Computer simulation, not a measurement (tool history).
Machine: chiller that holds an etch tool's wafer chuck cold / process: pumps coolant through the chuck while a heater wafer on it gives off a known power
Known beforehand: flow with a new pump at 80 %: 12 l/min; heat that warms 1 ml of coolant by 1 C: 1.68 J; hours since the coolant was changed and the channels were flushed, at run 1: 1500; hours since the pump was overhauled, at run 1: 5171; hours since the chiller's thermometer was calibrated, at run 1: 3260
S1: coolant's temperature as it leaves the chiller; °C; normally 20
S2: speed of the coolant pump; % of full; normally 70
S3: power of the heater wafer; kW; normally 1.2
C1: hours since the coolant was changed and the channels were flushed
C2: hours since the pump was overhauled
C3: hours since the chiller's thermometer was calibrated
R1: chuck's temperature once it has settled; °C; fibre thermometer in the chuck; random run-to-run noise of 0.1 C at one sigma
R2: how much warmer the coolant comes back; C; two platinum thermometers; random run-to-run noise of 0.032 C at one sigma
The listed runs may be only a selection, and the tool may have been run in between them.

run	hour	S1	S2	S3	C1	C2	C3	R1	R2
1	0	20	70	1.2	1500	5171	3260	36.7	4.6
2	116.6	20	70	1.2	1617	5288	3377	37	4.68
3	181.8	20	80	1.2	1682	5353	3442	36	4.13
4	311.8	20	80	1.2	1812	5483	3572	35.9	4.11
5	437.3	20	80	1.2	1938	5608	3698	36.1	4.14
6	546.1	14	80	1.2	2046	5717	3806	30	4.14
7	627.2	20	70	1.2	2128	5798	3888	37.3	4.77
8	718.4	13	70	1.2	2219	5889	3979	30.4	4.82
9	836.7	13	70	1.2	2337	6008	4097	30.5	4.78
10	925.4	13	70	1.2	2426	6096	4186	30.5	4.78
11	1017.4	13	70	1.2	2518	6188	4278	30.7	4.85
# hour 1052.6: chiller's thermometer calibrated
12	1114.8	13	70	1.2	2614	6285	62	30.2	4.81
13	1180.6	13	70	1.2	2680	6351	128	30.5	4.85
14	1283.4	13	70	1.2	2783	6453	231	30.4	4.88
15	1373.6	13	84	1.52	2873	6544	321	33.2	5.1
16	1455.9	21	82	1.52	2955	6626	403	41.8	5.28
17	1526.7	10	70	1.2	3026	6697	474	27.7	4.86
# hour 1591.9: coolant pump overhauled
18	1598.8	10	70	1.2	3093	7	541	26.2	4.12
19	1713.7	29	66	1.083	3208	122	656	44.2	3.91
20	1789	29	66	1.083	3283	197	731	44.3	3.98
21	1914.1	29	66	1.083	3408	322	857	44.4	3.97
22	2040.7	29	70	0.717	3535	449	983	38.9	2.48
23	2163.5	20	83	1.2	3658	572	1106	35.2	3.54
24	2247.8	23	74	1.2	3742	656	1190	39.2	3.91
25	2328.2	19	70	0.951	3823	736	1271	32.3	3.28
26	2457.8	20	72	1.2	3952	866	1400	36.8	4.05
27	2581.3	20	74	0.788	4076	989	1524	30.9	2.65

Each row is a separate what-if for the run after 27, all from the same tool condition, not one after another. Results?
A	2650.1	25	91	0.718	4144	1058	1593	?	?
B	2650.1	20	74	0.788	4144	1058	1593	?	?
C	2650.1	20	74	0.946	4144	1058	1593	?	?

run	R1	R2
A	34	1.96
B	30.9	2.6
C	33.3	3.11
Without the tool's unlogged condition, the same runs would have read:
run	R1	R2
A	32.7	1.9
B	29.3	2.52
C	31.4	3.02
